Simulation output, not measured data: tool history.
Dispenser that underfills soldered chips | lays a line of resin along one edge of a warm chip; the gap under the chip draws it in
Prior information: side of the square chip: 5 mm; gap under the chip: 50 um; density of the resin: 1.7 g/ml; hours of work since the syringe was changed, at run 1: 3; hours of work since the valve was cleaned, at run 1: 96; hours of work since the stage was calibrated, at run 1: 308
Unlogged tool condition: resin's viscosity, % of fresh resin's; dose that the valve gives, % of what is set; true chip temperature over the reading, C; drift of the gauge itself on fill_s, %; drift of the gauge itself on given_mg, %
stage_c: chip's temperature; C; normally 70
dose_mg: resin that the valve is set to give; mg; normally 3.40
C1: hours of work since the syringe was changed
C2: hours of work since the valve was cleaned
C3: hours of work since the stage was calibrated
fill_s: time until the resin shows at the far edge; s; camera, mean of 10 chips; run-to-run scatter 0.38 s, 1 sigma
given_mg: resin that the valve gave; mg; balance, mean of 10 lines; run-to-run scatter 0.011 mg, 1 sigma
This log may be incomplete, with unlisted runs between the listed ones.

{"run": 1, "hour": 0.0, "stage_c": 70, "dose_mg": 3.4, "C1": 3, "C2": 96, "C3": 308, "fill_s": 27.4, "given_mg": 3.16}
{"hour": 6.4, "done": "new syringe of resin"}
{"run": 2, "hour": 6.9, "stage_c": 56, "dose_mg": 3.4, "C1": 0, "C2": 101, "C3": 313, "fill_s": 51.2, "given_mg": 3.16}
{"hour": 9.7, "done": "dispensing valve cleaned and set on the balance"}
{"hour": 17.7, "done": "new syringe of resin"}
{"run": 3, "hour": 20.9, "stage_c": 75, "dose_mg": 3.4, "C1": 2, "C2": 8, "C3": 322, "fill_s": 21.0, "given_mg": 3.38}
{"run": 4, "hour": 26.8, "stage_c": 75, "dose_mg": 3.4, "C1": 7, "C2": 12, "C3": 327, "fill_s": 24.5, "given_mg": 3.39}
{"hour": 28.3, "done": "new syringe of resin"}
{"hour": 38.4, "done": "new syringe of resin"}
{"run": 5, "hour": 38.4, "stage_c": 76, "dose_mg": 3.4, "C1": 0, "C2": 20, "C3": 335, "fill_s": 18.7, "given_mg": 3.36}
{"run": 6, "hour": 45.3, "stage_c": 76, "dose_mg": 4.0, "C1": 5, "C2": 26, "C3": 340, "fill_s": 22.1, "given_mg": 3.94}
{"hour": 48.7, "done": "new syringe of resin"}
{"run": 7, "hour": 53.3, "stage_c": 76, "dose_mg": 4.36, "C1": 3, "C2": 31, "C3": 345, "fill_s": 20.2, "given_mg": 4.28}
{"hour": 58.8, "done": "new syringe of resin"}
{"run": 8, "hour": 62.8, "stage_c": 70, "dose_mg": 3.4, "C1": 3, "C2": 38, "C3": 352, "fill_s": 26.6, "given_mg": 3.34}
{"hour": 69.2, "done": "new syringe of resin"}
{"run": 9, "hour": 72.7, "stage_c": 74, "dose_mg": 3.4, "C1": 3, "C2": 45, "C3": 359, "fill_s": 21.8, "given_mg": 3.28}
{"hour": 79.2, "done": "new syringe of resin"}
{"run": 10, "hour": 79.2, "stage_c": 70, "dose_mg": 3.4, "C1": 0, "C2": 50, "C3": 364, "fill_s": 24.8, "given_mg": 3.28}
{"hour": 89.7, "done": "new syringe of resin"}
{"run": 11, "hour": 89.7, "stage_c": 70, "dose_mg": 3.4, "C1": 0, "C2": 57, "C3": 371, "fill_s": 24.9, "given_mg": 3.25}
{"run": 12, "hour": 95.8, "stage_c": 70, "dose_mg": 2.92, "C1": 4, "C2": 62, "C3": 376, "fill_s": 29.4, "given_mg": 2.79}
{"hour": 100.0, "done": "new syringe of resin"}
{"run": 13, "hour": 103.5, "stage_c": 70, "dose_mg": 2.92, "C1": 3, "C2": 67, "C3": 381, "fill_s": 27.5, "given_mg": 2.79}
{"hour": 110.0, "done": "new syringe of resin"}
{"run": 14, "hour": 113.7, "stage_c": 70, "dose_mg": 2.92, "C1": 3, "C2": 74, "C3": 389, "fill_s": 27.4, "given_mg": 2.76}
{"hour": 120.2, "done": "new syringe of resin"}
{"run": 15, "hour": 126.0, "stage_c": 57, "dose_mg": 4.17, "C1": 4, "C2": 83, "C3": 398, "fill_s": 53.5, "given_mg": 3.9}
{"hour": 130.2, "done": "new syringe of resin"}
{"run": 16, "hour": 138.9, "stage_c": 77, "dose_mg": 4.32, "C1": 6, "C2": 93, "C3": 407, "fill_s": 21.2, "given_mg": 4.02}
{"hour": 140.1, "done": "new syringe of resin"}
{"run": 17, "hour": 145.4, "stage_c": 73, "dose_mg": 4.38, "C1": 4, "C2": 97, "C3": 411, "fill_s": 23.9, "given_mg": 4.08}
{"hour": 150.1, "done": "new syringe of resin"}
{"run": 18, "hour": 151.1, "stage_c": 73, "dose_mg": 2.97, "C1": 1, "C2": 101, "C3": 415, "fill_s": 21.9, "given_mg": 2.77}
{"hour": 153.8, "done": "dispensing valve cleaned and set on the balance"}
{"hour": 160.9, "done": "new syringe of resin"}
{"run": 19, "hour": 161.6, "stage_c": 62, "dose_mg": 3.02, "C1": 0, "C2": 5, "C3": 422, "fill_s": 37.2, "given_mg": 3.01}
{"run": 20, "hour": 169.0, "stage_c": 80, "dose_mg": 3.96, "C1": 6, "C2": 11, "C3": 428, "fill_s": 19.3, "given_mg": 3.96}
{"hour": 171.4, "done": "new syringe of resin"}
{"run": 21, "hour": 174.5, "stage_c": 80, "dose_mg": 3.96, "C1": 2, "C2": 15, "C3": 432, "fill_s": 16.2, "given_mg": 3.92}
{"hour": 182.2, "done": "new syringe of resin"}
{"run": 22, "hour": 187.3, "stage_c": 80, "dose_mg": 3.18, "C1": 4, "C2": 24, "C3": 441, "fill_s": 17.5, "given_mg": 3.12}
{"hour": 192.0, "done": "new syringe of resin"}
{"run": 23, "hour": 197.3, "stage_c": 77, "dose_mg": 4.11, "C1": 4, "C2": 31, "C3": 448, "fill_s": 19.3, "given_mg": 4.04}
{"hour": 201.7, "done": "new syringe of resin"}
{"run": 24, "hour": 210.5, "stage_c": 57, "dose_mg": 3.58, "C1": 6, "C2": 41, "C3": 457, "fill_s": 58.8, "given_mg": 3.49}
{"hour": 211.4, "done": "new syringe of resin"}
{"run": 25, "hour": 219.4, "stage_c": 73, "dose_mg": 3.86, "C1": 6, "C2": 47, "C3": 464, "fill_s": 25.7, "given_mg": 3.75}
{"hour": 221.4, "done": "new syringe of resin"}
{"hour": 231.2, "done": "new syringe of resin"}
{"run": 26, "hour": 232.8, "stage_c": 56, "dose_mg": 4.28, "C1": 1, "C2": 56, "C3": 473, "fill_s": 49.3, "given_mg": 4.1}
{"hour": 241.1, "done": "new syringe of resin"}
{"run": 27, "hour": 243.8, "stage_c": 63, "dose_mg": 3.54, "C1": 2, "C2": 64, "C3": 481, "fill_s": 35.9, "given_mg": 3.39}

Hidden state or all else? Some run-to-run changes of fill_s, split into what the settings, what came in and random variation would give without the hidden state, and what is left for the hidden state (with any gauge scatter that isn't in both results):
Run 23 -> 24: stage_c 77 -> 57, dose_mg 4.11 -> 3.58, new syringe of resin. fill_s +39.5 s: hidden state +8.1, all else +31.4.
Run 24 -> 25: stage_c 57 -> 73, dose_mg 3.58 -> 3.86, new syringe of resin. fill_s -33.1 s: hidden state -5.9, all else -27.2.
Run 25 -> 26: stage_c 73 -> 56, dose_mg 3.86 -> 4.28, new syringe of resin, new syringe of resin. fill_s +23.6 s: hidden state -6.2, all else +29.8.
